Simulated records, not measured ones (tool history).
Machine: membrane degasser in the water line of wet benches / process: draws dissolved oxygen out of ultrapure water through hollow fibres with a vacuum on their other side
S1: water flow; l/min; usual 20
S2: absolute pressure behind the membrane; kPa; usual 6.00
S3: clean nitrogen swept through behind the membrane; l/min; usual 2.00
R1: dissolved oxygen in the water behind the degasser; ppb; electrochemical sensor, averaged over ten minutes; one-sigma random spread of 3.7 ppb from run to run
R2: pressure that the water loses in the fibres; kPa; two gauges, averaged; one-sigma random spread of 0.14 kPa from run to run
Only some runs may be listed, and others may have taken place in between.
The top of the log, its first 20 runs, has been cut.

| run | day | S1 | S2 | S3 | R1 | R2 |
|---|---|---|---|---|---|---|
| 21 | 118.533 | 13 | 8.91 | 2.00 | 226.0 | 26.05 |
| 22 | 127.225 | 32 | 8.91 | 1.80 | 921.1 | 64.95 |
| 23 | 132.938 | 12 | 7.61 | 0.96 | 244.3 | 24.16 |
| 24 | 139.846 | 12 | 7.61 | 0.96 | 239.3 | 24.30 |
| 25 | 147.858 | 20 | 11.07 | 1.83 | 528.9 | 40.42 |
| 26 | 153.983 | 20 | 11.07 | 1.83 | 538.5 | 40.37 |
| 27 | 158.554 | 18 | 13.92 | 1.08 | 636.3 | 36.52 |
| 28 | 167.496 | 14 | 3.76 | 2.08 | 175.1 | 28.42 |
| 29 | 171.233 | 32 | 11.63 | 1.25 | 1119.1 | 64.75 |
| 30 | 177.146 | 21 | 8.88 | 2.27 | 498.6 | 42.39 |
| 31 | 183.925 | 13 | 4.58 | 2.05 | 160.8 | 26.32 |
| 32 | 189.071 | 32 | 4.63 | 1.93 | 794.0 | 64.73 |

Consider 4 possible next runs. They are alternatives, not a sequence: every one starts from the tool as it was left by run 32. What does each give?
| A | 193.588 | 15 | 14.06 | 1.93 | ? | ? |
| B | 193.588 | 32 | 4.63 | 1.59 | ? | ? |
| C | 193.588 | 14 | 5.29 | 2.00 | ? | ? |
| D | 193.588 | 16 | 4.63 | 1.14 | ? | ? |

| run | R1 | R2 |
|---|---|---|
| A | 391.0 | 30.44 |
| B | 801.6 | 65.48 |
| C | 200.0 | 28.49 |
| D | 270.6 | 32.39 |
Take away the tool's hidden state, keep each run's random variation, and the runs would have read:
| run | R1 | R2 |
|---|---|---|
| A | 356.6 | 29.26 |
| B | 727.6 | 62.95 |
| C | 172.8 | 27.39 |
| D | 235.2 | 31.13 |

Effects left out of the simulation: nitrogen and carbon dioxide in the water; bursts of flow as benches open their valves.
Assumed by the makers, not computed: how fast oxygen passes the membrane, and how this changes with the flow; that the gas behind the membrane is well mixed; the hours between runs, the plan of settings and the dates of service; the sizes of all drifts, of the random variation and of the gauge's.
